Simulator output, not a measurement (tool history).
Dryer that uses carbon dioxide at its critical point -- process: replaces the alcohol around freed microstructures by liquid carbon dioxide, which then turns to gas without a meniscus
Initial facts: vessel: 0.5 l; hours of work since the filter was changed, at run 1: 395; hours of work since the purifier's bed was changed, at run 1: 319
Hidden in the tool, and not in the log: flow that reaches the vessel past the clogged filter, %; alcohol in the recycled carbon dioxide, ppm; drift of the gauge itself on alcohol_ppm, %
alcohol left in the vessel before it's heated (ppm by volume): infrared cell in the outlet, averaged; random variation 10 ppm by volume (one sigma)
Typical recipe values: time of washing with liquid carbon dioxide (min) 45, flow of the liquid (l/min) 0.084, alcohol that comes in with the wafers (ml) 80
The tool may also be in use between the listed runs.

run	day	time of washing with liquid carbon dioxide (min)	flow of the liquid (l/min)	alcohol that comes in with the wafers (ml)	hours of work since the filter was changed	hours of work since the purifier's bed was changed	alcohol left in the vessel before it's heated (ppm by volume)
1	0	45	0.084	80	395	319	1140
2	0.5	45	0.084	80	400	324	1120
3	1.038	45	0.0642	80	405	328	3446
4	1.85	45	0.084	50	412	336	759
5	2.304	45	0.084	71	416	340	1040
6	2.696	45	0.084	71	420	344	1040
7	3.446	45	0.084	71	426	350	1072
# day 4.262: inlet filter changed
8	4.321	45	0.084	80	1	358	710
9	4.95	45	0.1048	80	6	364	272
10	5.621	45	0.1048	80	12	370	274
11	6.112	45	0.1048	80	17	374	298
12	6.646	45	0.1048	80	22	379	279
13	7.421	45	0.1048	80	29	386	283
14	8.275	45	0.1048	80	37	394	304
15	9.117	45	0.1048	80	44	402	307
16	9.883	45	0.0636	80	51	409	2692
17	10.629	45	0.0636	80	58	416	2607
18	11.2	45	0.0818	80	63	421	889
19	11.646	67	0.084	80	67	425	189
20	12.467	67	0.084	80	75	432	205
21	13.079	45	0.084	80	80	438	815
22	13.812	45	0.084	80	87	445	835
23	14.642	45	0.1227	80	95	452	216
24	15.083	45	0.1227	80	99	456	219
25	15.462	53	0.1151	80	102	460	191
26	16.083	33	0.084	113	108	465	4199
27	16.592	33	0.1095	75	112	470	969
28	17.425	47	0.0784	106	120	478	1220
29	17.9	64	0.0784	47	124	482	245
30	18.388	36	0.0817	88	129	486	2814
31	18.817	49	0.0932	71	133	490	378
32	19.662	49	0.0932	52	140	498	329
33	20.179	49	0.0892	25	145	503	280
34	20.704	71	0.0755	47	150	507	236
# day 21.2: purifier's bed changed
35	21.629	60	0.0754	22	157	4	80
36	22.079	60	0.0754	22	161	8	75
37	22.567	40	0.1331	63	166	12	69
38	23.392	38	0.0624	29	173	20	2112
39	23.838	38	0.0624	29	177	24	2077
40	24.704	45	0.084	83	185	32	796
41	25.296	45	0.084	83	191	37	834
42	25.712	33	0.1387	21	194	41	82
43	26.308	57	0.1387	21	200	47	16
44	26.933	28	0.0857	79	206	52	5265
45	27.304	29	0.0547	29	209	56	6261
46	27.708	71	0.0684	80	213	59	204
47	28.429	40	0.0684	48	219	66	2123

How would selected steps in alcohol left in the vessel before it's heated (ppm by volume) from run to run divide? Give the signed amount a tool lacking its hidden state would still show from settings, what came in and random variation, and the signed amount left for the hidden state, including any gauge scatter that is not in both of the compared results.
Run 2 -> 3: flow of the liquid (l/min) 0.084 -> 0.0642. alcohol left in the vessel before it's heated (ppm by volume) +2326: hidden state +735, all else +1591.
Run 3 -> 4: flow of the liquid (l/min) 0.0642 -> 0.084, alcohol that comes in with the wafers (ml) 80 -> 50. alcohol left in the vessel before it's heated (ppm by volume) -2687: hidden state -879, all else -1808.
Run 25 -> 26: time of washing with liquid carbon dioxide (min) 53 -> 33, flow of the liquid (l/min) 0.1151 -> 0.084, alcohol that comes in with the wafers (ml) 80 -> 113. alcohol left in the vessel before it's heated (ppm by volume) +4008: hidden state +495, all else +3513.
Run 43 -> 44: time of washing with liquid carbon dioxide (min) 57 -> 28, flow of the liquid (l/min) 0.1387 -> 0.0857, alcohol that comes in with the wafers (ml) 21 -> 79. alcohol left in the vessel before it's heated (ppm by volume) +5249: hidden state +943, all else +4306.
Run 45 -> 46: time of washing with liquid carbon dioxide (min) 29 -> 71, flow of the liquid (l/min) 0.0547 -> 0.0684, alcohol that comes in with the wafers (ml) 29 -> 80. alcohol left in the vessel before it's heated (ppm by volume) -6057: hidden state -707, all else -5350.
